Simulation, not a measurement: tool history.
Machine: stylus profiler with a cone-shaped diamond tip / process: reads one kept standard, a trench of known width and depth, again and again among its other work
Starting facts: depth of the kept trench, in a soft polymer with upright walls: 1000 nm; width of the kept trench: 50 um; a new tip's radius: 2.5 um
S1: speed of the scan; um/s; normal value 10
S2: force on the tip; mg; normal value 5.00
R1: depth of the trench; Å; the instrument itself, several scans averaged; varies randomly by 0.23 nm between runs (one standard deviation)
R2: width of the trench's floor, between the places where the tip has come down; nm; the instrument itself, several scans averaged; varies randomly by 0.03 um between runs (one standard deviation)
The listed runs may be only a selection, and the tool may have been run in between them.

{"run": 1, "hour": 0.0, "S1": 10, "S2": 5.0, "R1": 10261.9, "R2": 45960}
{"run": 2, "hour": 16.6, "S1": 10, "S2": 5.0, "R1": 10262.5, "R2": 46000}
{"run": 3, "hour": 35.9, "S1": 10, "S2": 5.0, "R1": 10266.9, "R2": 45990}
{"run": 4, "hour": 52.0, "S1": 10, "S2": 5.0, "R1": 10265.7, "R2": 45950}
{"run": 5, "hour": 67.2, "S1": 11, "S2": 5.0, "R1": 10269.4, "R2": 45900}
{"run": 6, "hour": 86.2, "S1": 10, "S2": 5.0, "R1": 10267.1, "R2": 45890}
{"run": 7, "hour": 96.7, "S1": 10, "S2": 5.0, "R1": 10262.0, "R2": 45930}
{"run": 8, "hour": 104.8, "S1": 10, "S2": 5.0, "R1": 10266.4, "R2": 45900}
{"run": 9, "hour": 116.6, "S1": 10, "S2": 5.0, "R1": 10272.8, "R2": 45910}
{"run": 10, "hour": 126.8, "S1": 10, "S2": 5.0, "R1": 10266.3, "R2": 45950}
{"run": 11, "hour": 146.0, "S1": 11, "S2": 5.0, "R1": 10268.1, "R2": 45930}
{"run": 12, "hour": 160.1, "S1": 10, "S2": 5.6, "R1": 10285.3, "R2": 45930}
{"run": 13, "hour": 173.7, "S1": 10, "S2": 5.6, "R1": 10282.5, "R2": 45910}
{"run": 14, "hour": 182.3, "S1": 10, "S2": 5.6, "R1": 10289.9, "R2": 45900}
{"run": 15, "hour": 196.0, "S1": 10, "S2": 5.6, "R1": 10288.6, "R2": 45870}
{"run": 16, "hour": 207.4, "S1": 10, "S2": 6.11, "R1": 10301.5, "R2": 45880}
{"run": 17, "hour": 217.9, "S1": 10, "S2": 6.11, "R1": 10301.6, "R2": 45880}
{"run": 18, "hour": 230.1, "S1": 10, "S2": 2.19, "R1": 10162.8, "R2": 45850}
{"run": 19, "hour": 244.9, "S1": 10, "S2": 5.0, "R1": 10268.9, "R2": 45960}
{"run": 20, "hour": 258.0, "S1": 10, "S2": 5.0, "R1": 10267.4, "R2": 45920}
{"run": 21, "hour": 273.5, "S1": 10, "S2": 5.0, "R1": 10267.3, "R2": 45910}
{"run": 22, "hour": 285.9, "S1": 10, "S2": 2.66, "R1": 10183.9, "R2": 45870}
{"run": 23, "hour": 297.1, "S1": 10, "S2": 1.72, "R1": 10139.8, "R2": 45900}
{"run": 24, "hour": 313.4, "S1": 10, "S2": 10.49, "R1": 10431.0, "R2": 45900}
{"run": 25, "hour": 328.3, "S1": 10, "S2": 10.49, "R1": 10433.2, "R2": 45870}
{"run": 26, "hour": 339.0, "S1": 10, "S2": 6.53, "R1": 10314.1, "R2": 45940}
{"run": 27, "hour": 356.9, "S1": 31, "S2": 11.17, "R1": 10452.9, "R2": 45820}
{"run": 28, "hour": 372.2, "S1": 3, "S2": 14.94, "R1": 10544.4, "R2": 45910}
{"run": 29, "hour": 380.4, "S1": 3, "S2": 14.94, "R1": 10548.3, "R2": 45930}
{"run": 30, "hour": 396.6, "S1": 3, "S2": 14.94, "R1": 10544.9, "R2": 45920}
{"run": 31, "hour": 412.1, "S1": 9, "S2": 6.27, "R1": 10309.3, "R2": 45870}
{"run": 32, "hour": 429.0, "S1": 9, "S2": 6.27, "R1": 10313.2, "R2": 45870}
{"run": 33, "hour": 448.0, "S1": 3, "S2": 2.94, "R1": 10193.0, "R2": 45880}
{"run": 34, "hour": 465.4, "S1": 6, "S2": 4.26, "R1": 10247.3, "R2": 45850}
{"run": 35, "hour": 480.0, "S1": 6, "S2": 2.85, "R1": 10193.1, "R2": 45890}
{"run": 36, "hour": 490.0, "S1": 31, "S2": 9.16, "R1": 10400.4, "R2": 45780}
{"run": 37, "hour": 506.0, "S1": 19, "S2": 2.22, "R1": 10162.5, "R2": 45740}
{"run": 38, "hour": 522.2, "S1": 30, "S2": 9.37, "R1": 10403.3, "R2": 45850}
{"run": 39, "hour": 535.4, "S1": 6, "S2": 6.97, "R1": 10339.1, "R2": 45820}
{"run": 40, "hour": 551.4, "S1": 5, "S2": 5.73, "R1": 10301.5, "R2": 45820}
{"run": 41, "hour": 568.5, "S1": 7, "S2": 5.73, "R1": 10301.3, "R2": 45860}
{"run": 42, "hour": 580.5, "S1": 7, "S2": 3.32, "R1": 10215.5, "R2": 45860}
{"run": 43, "hour": 589.0, "S1": 7, "S2": 3.32, "R1": 10214.2, "R2": 45830}
{"run": 44, "hour": 602.1, "S1": 28, "S2": 10.95, "R1": 10449.9, "R2": 45820}
{"run": 45, "hour": 610.6, "S1": 28, "S2": 10.95, "R1": 10448.0, "R2": 45830}
{"run": 46, "hour": 623.1, "S1": 3, "S2": 3.69, "R1": 10227.0, "R2": 45890}

Forecast each of these 3 alternatives for the next run:
{"run": "A", "hour": 631.2, "S1": 11, "S2": 3.69, "R1": "?", "R2": "?"}
{"run": "B", "hour": 631.2, "S1": 3, "S2": 14.12, "R1": "?", "R2": "?"}
{"run": "C", "hour": 631.2, "S1": 3, "S2": 7.44, "R1": "?", "R2": "?"}

run=A R1=10229.0 R2=45820
run=B R1=10532.3 R2=45850
run=C R1=10352.0 R2=45850
Stripped of hidden state, with their random variation kept, the same runs would have yielded:
run=A R1=10207.2 R2=45950
run=B R1=10509.8 R2=45990
run=C R1=10329.9 R2=45980
